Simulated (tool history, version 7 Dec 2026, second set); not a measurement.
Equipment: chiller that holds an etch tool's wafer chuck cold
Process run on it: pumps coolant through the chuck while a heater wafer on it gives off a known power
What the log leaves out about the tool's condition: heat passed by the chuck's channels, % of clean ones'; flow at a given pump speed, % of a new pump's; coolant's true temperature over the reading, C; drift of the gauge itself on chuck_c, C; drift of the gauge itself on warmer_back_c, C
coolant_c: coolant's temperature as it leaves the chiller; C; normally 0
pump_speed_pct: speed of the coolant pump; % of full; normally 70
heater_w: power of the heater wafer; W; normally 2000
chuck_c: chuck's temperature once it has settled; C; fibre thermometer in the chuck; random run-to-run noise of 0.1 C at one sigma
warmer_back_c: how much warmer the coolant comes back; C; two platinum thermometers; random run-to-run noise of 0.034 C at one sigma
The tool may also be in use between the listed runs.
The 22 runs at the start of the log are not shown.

run     day  coolant_c  pump_speed_pct  heater_w  hours since the coolant was changed and the channels were flushed  hours since the pump was overhauled  hours since the chiller's thermometer was calibrated  chuck_c  warmer_back_c
 23  33.329          0              64      2172                                                               5116                                  151                                                  1094     20.2           6.91
 24   34.15          0              64      2172                                                               5135                                  171                                                  1114     20.1           6.97
 25  35.517          0              64      1223                                                               5168                                  203                                                  1147     11.5           3.89
 26  37.504          0              77      2000                                                               5216                                  251                                                  1195     16.6           5.32
     38.017  -- coolant pump overhauled, once more
 27  39.317          0              77      2000                                                               5254                                   31                                                  1233     16.4           5.08
 28  40.979          5              70      2000                                                               5294                                   71                                                  1273     22.1           5.54
 29  41.925          5              70      2000                                                               5317                                   94                                                  1296     22.1            5.5
 30  43.629          0              64      2000                                                               5358                                  135                                                  1336     18.2           6.15
 31  44.558          0              64      2000                                                               5380                                  157                                                  1359     18.2           6.07

Consider 5 possible next runs. They are alternatives, not a sequence: every one starts from the tool as it was left by run 31. What does each give?
  A  45.646          0              87      2000                                                               5406                                  183                                                  1385        ?              ?
  B  45.646          1              66      2000                                                               5406                                  183                                                  1385        ?              ?
  C  45.646          0              65      2000                                                               5406                                  183                                                  1385        ?              ?
  D  45.646          0              77      2547                                                               5406                                  183                                                  1385        ?              ?
  E  45.646          4              70      2000                                                               5406                                  183                                                  1385        ?              ?

run  chuck_c  warmer_back_c
  A     15.2           4.52
  B     18.8           5.92
  C     17.9           5.96
  D     20.9           6.45
  E     21.2            5.6
With no hidden state in the tool, these same runs would have given:
run  chuck_c  warmer_back_c
  A       14           4.51
  B     17.5           5.91
  C     16.6           5.95
  D     19.3           6.44
  E     19.9           5.59
